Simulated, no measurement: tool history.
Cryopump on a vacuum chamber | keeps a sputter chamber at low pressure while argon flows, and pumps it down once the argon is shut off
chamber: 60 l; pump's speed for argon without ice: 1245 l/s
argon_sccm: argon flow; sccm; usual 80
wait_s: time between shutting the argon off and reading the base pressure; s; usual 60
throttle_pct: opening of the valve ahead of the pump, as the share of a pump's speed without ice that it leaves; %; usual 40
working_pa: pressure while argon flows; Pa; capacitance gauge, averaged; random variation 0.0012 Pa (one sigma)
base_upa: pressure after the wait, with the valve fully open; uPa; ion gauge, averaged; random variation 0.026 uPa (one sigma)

run,hour,argon_sccm,wait_s,throttle_pct,working_pa,base_upa
1,0,80,60,40,0.2903,2.38
# hour 26.6: pump warmed up, emptied and cooled again
2,32.9,80,60,40,0.2734,2.11
3,62.5,80,60,40,0.2718,2.25
4,90.4,80,60,40,0.2721,2.16
5,112.5,80,60,40,0.2736,2.22
6,144.1,80,60,40,0.2732,2.23
7,163.4,80,60,30,0.3662,2.26
8,187.7,80,60,30,0.3632,2.33
9,227.4,80,60,40,0.2768,2.3
10,266.1,80,60,40,0.2745,2.43
11,287.9,80,60,40,0.2777,2.36

Forecast run 12:
12,312.2,80,60,40,?,?

working_pa: 0.2772 Pa
base_upa: 2.46 uPa
Without the tool's hidden state the same run would have given working_pa 0.2713 Pa, base_upa 1.1 uPa.

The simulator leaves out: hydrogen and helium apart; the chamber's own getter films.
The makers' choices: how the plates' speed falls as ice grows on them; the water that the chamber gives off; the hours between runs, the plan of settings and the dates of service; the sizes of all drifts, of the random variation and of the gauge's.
